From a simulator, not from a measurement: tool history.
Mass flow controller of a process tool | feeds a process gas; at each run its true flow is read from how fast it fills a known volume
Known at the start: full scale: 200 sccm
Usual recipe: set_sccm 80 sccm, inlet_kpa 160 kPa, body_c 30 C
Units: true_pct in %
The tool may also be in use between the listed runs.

Run 1, hour 0: usual settings. Result: true_pct 99.32 %.
Run 2, hour 87.8: usual settings. Result: true_pct 99.53 %.
Run 3, hour 129.7: usual settings. Result: true_pct 99.48 %.
Run 4, hour 198.6: usual settings. Result: true_pct 99.69 %.
Run 5, hour 244.2: usual settings. Result: true_pct 99.72 %.
Run 6, hour 313.2: usual settings but set_sccm 77 sccm. Result: true_pct 100 %.
Run 7, hour 401.7: usual settings but body_c 22 C. Result: true_pct 99.53 %.
Run 8, hour 469.2: usual settings but set_sccm 44 sccm. Result: true_pct 99.85 %.
Run 9, hour 551: usual settings but set_sccm 87 sccm. Result: true_pct 100.5 %.
Run 10, hour 611.5: usual settings but set_sccm 87 sccm. Result: true_pct 100.7 %.
Run 11, hour 667.8: usual settings but set_sccm 128 sccm. Result: true_pct 101.21 %.
Run 12, hour 749.7: usual settings. Result: true_pct 100.9 %.
Run 13, hour 805.9: usual settings. Result: true_pct 100.89 %.
Run 14, hour 893.9: usual settings. Result: true_pct 101.1 %.
Run 15, hour 945.5: usual settings. Result: true_pct 101.25 %.
Run 16, hour 993.2: usual settings. Result: true_pct 101.3 %.
Run 17, hour 1067.6: usual settings but inlet_kpa 210 kPa. Result: true_pct 101.37 %.
At hour 1124.8: gauge calibrated.
Run 18, hour 1137: usual settings but body_c 39 C. Result: true_pct 99.88 %.
Run 19, hour 1187.4: usual settings but body_c 39 C. Result: true_pct 100.17 %.
Run 20, hour 1272.2: usual settings but body_c 39 C. Result: true_pct 100.35 %.
Run 21, hour 1331.6: usual settings. Result: true_pct 99.67 %.
Run 22, hour 1414.1: usual settings but set_sccm 109 sccm, inlet_kpa 172 kPa. Result: true_pct 100.2 %.
Run 23, hour 1472: usual settings but set_sccm 54 sccm. Result: true_pct 99.77 %.
Run 24, hour 1544.7: usual settings but set_sccm 21 sccm, inlet_kpa 158 kPa, body_c 38 C. Result: true_pct 100.29 %.
Run 25, hour 1598.5: usual settings but set_sccm 104 sccm, inlet_kpa 147 kPa, body_c 38 C. Result: true_pct 101.35 %.
Run 26, hour 1679.7: usual settings but set_sccm 104 sccm, inlet_kpa 147 kPa, body_c 38 C. Result: true_pct 101.37 %.
Run 27, hour 1750.2: usual settings but set_sccm 36 sccm, inlet_kpa 225 kPa, body_c 22 C. Result: true_pct 99.41 %.
Run 28, hour 1791.2: usual settings but set_sccm 108 sccm, inlet_kpa 225 kPa, body_c 22 C. Result: true_pct 100.04 %.
Run 29, hour 1837.4: usual settings but set_sccm 29 sccm, inlet_kpa 174 kPa. Result: true_pct 100.11 %.
Run 30, hour 1905.1: usual settings but set_sccm 29 sccm, inlet_kpa 237 kPa. Result: true_pct 100.25 %.
Run 31, hour 1958.1: usual settings but set_sccm 29 sccm, inlet_kpa 237 kPa. Result: true_pct 100.35 %.
Run 32, hour 1998: usual settings but set_sccm 30 sccm, inlet_kpa 237 kPa, body_c 28 C. Result: true_pct 100.28 %.
Run 33, hour 2039.5: usual settings but set_sccm 45 sccm, inlet_kpa 155 kPa, body_c 31 C. Result: true_pct 100.95 %.
Run 34, hour 2110.6: usual settings but inlet_kpa 184 kPa, body_c 39 C. Result: true_pct 102.06 %.
Run 35, hour 2200.1: usual settings but inlet_kpa 184 kPa, body_c 39 C. Result: true_pct 102.2 %.
Run 36, hour 2265.6: usual settings but set_sccm 169 sccm, inlet_kpa 236 kPa. Result: true_pct 102.48 %.
Run 37, hour 2305: usual settings but set_sccm 54 sccm, inlet_kpa 180 kPa, body_c 24 C. Result: true_pct 100.98 %.
Run 38, hour 2377: usual settings but set_sccm 54 sccm, inlet_kpa 180 kPa, body_c 24 C. Result: true_pct 101.05 %.
Run 39, hour 2452.1: usual settings but set_sccm 34 sccm, body_c 31 C. Result: true_pct 101.57 %.
Run 40, hour 2521.9: usual settings but set_sccm 34 sccm, body_c 31 C. Result: true_pct 101.72 %.
Run 41, hour 2598.2: usual settings but inlet_kpa 192 kPa. Result: true_pct 102.16 %.
Run 42, hour 2658.2: usual settings but set_sccm 99 sccm, inlet_kpa 192 kPa. Result: true_pct 102.53 %.

For each run, the measured value with the value that run would have given without the tool's hidden condition subtracted. The run-to-run variation is shared by both, the gauge scatter possibly not:
The hidden state here: flow at rest that the sensor doesn't see, % of full scale; true flow over the shown one, %; drift of the gauge itself on true_pct, %.
run  true_pct
  1        +0
  2     +0.17
  3     +0.27
  4      +0.4
  5      +0.5
  6     +0.64
  7     +0.82
  8     +0.95
  9     +1.12
 10     +1.24
 11     +1.37
 12     +1.53
 13     +1.64
 14     +1.82
 15     +1.93
 16     +2.03
 17     +2.17
 18     +0.02
 19     +0.13
 20      +0.3
 21     +0.42
 22     +0.59
 23      +0.7
 24     +0.85
 25     +0.97
 26     +1.14
 27     +1.25
 28     +1.35
 29     +1.43
 30     +1.57
 31     +1.68
 32     +1.76
 33     +1.85
 34     +2.02
 35      +2.2
 36     +2.34
 37     +2.38
 38     +2.53
 39     +2.68
 40     +2.83
 41     +2.99
 42     +3.13
